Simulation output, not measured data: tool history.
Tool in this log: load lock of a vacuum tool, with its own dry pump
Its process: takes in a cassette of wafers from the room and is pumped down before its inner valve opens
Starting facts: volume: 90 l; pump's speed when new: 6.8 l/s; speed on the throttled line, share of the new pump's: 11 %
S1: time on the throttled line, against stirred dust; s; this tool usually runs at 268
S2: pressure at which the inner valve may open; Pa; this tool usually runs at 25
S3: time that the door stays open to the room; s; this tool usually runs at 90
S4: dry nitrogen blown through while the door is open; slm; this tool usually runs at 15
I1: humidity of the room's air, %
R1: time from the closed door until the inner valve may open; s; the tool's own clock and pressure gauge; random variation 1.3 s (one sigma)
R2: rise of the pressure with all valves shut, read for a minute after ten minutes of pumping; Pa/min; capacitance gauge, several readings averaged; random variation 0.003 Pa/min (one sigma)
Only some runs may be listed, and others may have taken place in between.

run 1 hour=0.0 | S1=268 S2=25 S3=90 S4=15 | I1=44.7 | R1=348.2 R2=0.030
run 2 hour=124.1 | S1=268 S2=25 S3=90 S4=15 | I1=43.4 | R1=349.5 R2=0.026
run 3 hour=262.0 | S1=268 S2=25 S3=90 S4=15 | I1=42.4 | R1=348.9 R2=0.033
run 4 hour=339.9 | S1=268 S2=25 S3=90 S4=18 | I1=44.1 | R1=349.2 R2=0.031
run 5 hour=425.5 | S1=268 S2=25 S3=90 S4=15 | I1=44.7 | R1=349.6 R2=0.032
run 6 hour=529.9 | S1=268 S2=25 S3=90 S4=15 | I1=43.5 | R1=347.6 R2=0.028
run 7 hour=592.9 | S1=268 S2=25 S3=142 S4=15 | I1=43.6 | R1=348.6 R2=0.042
run 8 hour=690.9 | S1=268 S2=25 S3=142 S4=15 | I1=42.1 | R1=350.2 R2=0.037
run 9 hour=810.4 | S1=141 S2=25 S3=90 S4=15 | I1=46.5 | R1=235.3 R2=0.030
run 10 hour=916.0 | S1=141 S2=25 S3=90 S4=15 | I1=41.8 | R1=237.5 R2=0.034
run 11 hour=1008.1 | S1=141 S2=25 S3=90 S4=15 | I1=45.3 | R1=236.8 R2=0.033
run 12 hour=1068.0 | S1=141 S2=25 S3=90 S4=15 | I1=43.8 | R1=236.2 R2=0.033
run 13 hour=1170.8 | S1=141 S2=25 S3=90 S4=15 | I1=46.1 | R1=237.2 R2=0.034
run 14 hour=1304.2 | S1=141 S2=25 S3=69 S4=15 | I1=45.4 | R1=236.8 R2=0.024
run 15 hour=1439.1 | S1=268 S2=25 S3=90 S4=15 | I1=43.2 | R1=348.2 R2=0.029
run 16 hour=1495.2 | S1=268 S2=25 S3=90 S4=15 | I1=44.7 | R1=350.0 R2=0.027
run 17 hour=1574.9 | S1=268 S2=25 S3=90 S4=15 | I1=44.2 | R1=348.8 R2=0.025
run 18 hour=1659.5 | S1=268 S2=25 S3=90 S4=15 | I1=41.6 | R1=346.4 R2=0.034
run 19 hour=1742.1 | S1=268 S2=25 S3=90 S4=15 | I1=44.5 | R1=349.9 R2=0.033
run 20 hour=1813.2 | S1=202 S2=36 S3=90 S4=15 | I1=44.4 | R1=285.5 R2=0.035
run 21 hour=1898.2 | S1=202 S2=36 S3=198 S4=25 | I1=45.3 | R1=285.2 R2=0.038
run 22 hour=2017.4 | S1=208 S2=36 S3=198 S4=18 | I1=46.5 | R1=290.6 R2=0.049
run 23 hour=2103.0 | S1=208 S2=36 S3=198 S4=18 | I1=44.5 | R1=290.7 R2=0.045

Expected results for the next run?
run 24 hour=2166.2 | S1=208 S2=36 S3=198 S4=18 | I1=49.5 | R1=? R2=?

Run 24 came out at R1 289.1 s, R2 0.047 Pa/min.
Minus the tool's unlogged condition, the same run would have read R1 289.0 s, R2 0.046 Pa/min.
